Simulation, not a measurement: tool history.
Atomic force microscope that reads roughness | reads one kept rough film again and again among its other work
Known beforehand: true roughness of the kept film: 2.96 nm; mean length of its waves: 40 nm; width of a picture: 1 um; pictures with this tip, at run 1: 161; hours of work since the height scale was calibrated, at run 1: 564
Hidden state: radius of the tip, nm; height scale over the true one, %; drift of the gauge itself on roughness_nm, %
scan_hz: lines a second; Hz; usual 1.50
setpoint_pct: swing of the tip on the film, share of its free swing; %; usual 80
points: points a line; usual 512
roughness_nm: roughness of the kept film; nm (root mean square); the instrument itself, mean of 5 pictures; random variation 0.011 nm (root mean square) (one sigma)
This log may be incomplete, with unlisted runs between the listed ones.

| run | hour | scan_hz | setpoint_pct | points | pictures with this tip | hours of work since the height scale was calibrated | roughness_nm |
|---|---|---|---|---|---|---|---|
| 1 | 0.0 | 1.50 | 80 | 512 | 161 | 564 | 2.295 |
|  | 66.6 | new tip fitted |
| 2 | 69.1 | 1.50 | 80 | 512 | 4 | 619 | 2.488 |
| 3 | 133.1 | 1.50 | 80 | 512 | 104 | 670 | 2.380 |
| 4 | 196.6 | 1.50 | 80 | 512 | 202 | 720 | 2.275 |
|  | 237.9 | new tip fitted |
| 5 | 241.1 | 1.50 | 80 | 512 | 5 | 755 | 2.485 |
| 6 | 282.2 | 1.50 | 80 | 512 | 69 | 788 | 2.433 |
| 7 | 349.7 | 0.85 | 69 | 695 | 174 | 841 | 2.439 |
|  | 410.8 | new tip fitted |
| 8 | 417.6 | 0.88 | 69 | 512 | 10 | 895 | 2.652 |
| 9 | 468.5 | 3.53 | 80 | 512 | 89 | 935 | 2.102 |
| 10 | 520.0 | 0.53 | 81 | 593 | 170 | 976 | 2.440 |
| 11 | 558.8 | 0.86 | 80 | 416 | 230 | 1007 | 2.313 |

Hidden state at the last listed run before each entry between runs and at the first one after, where it differs:
Run 1 -> run 2: new tip fitted (hour 66.6)
  radius of the tip, nm: 20.5 -> 7.5; height scale over the true one, %: -0.5 -> -0.56
  what was measured, less what the result would be without the hidden state, roughness_nm: -0.228 -> -0.022 nm (root mean square)
Run 4 -> run 5: new tip fitted (hour 237.9)
  radius of the tip, nm: 22.5 -> 8.2; height scale over the true one, %: -0.65 -> -0.68
  what was measured, less what the result would be without the hidden state, roughness_nm: -0.260 -> -0.038 nm (root mean square)
Run 7 -> run 8: new tip fitted (hour 410.8)
  radius of the tip, nm: 22 -> 8.7; height scale over the true one, %: -0.76 -> -0.81
  what was measured, less what the result would be without the hidden state, roughness_nm: -0.276 -> -0.054 nm (root mean square)
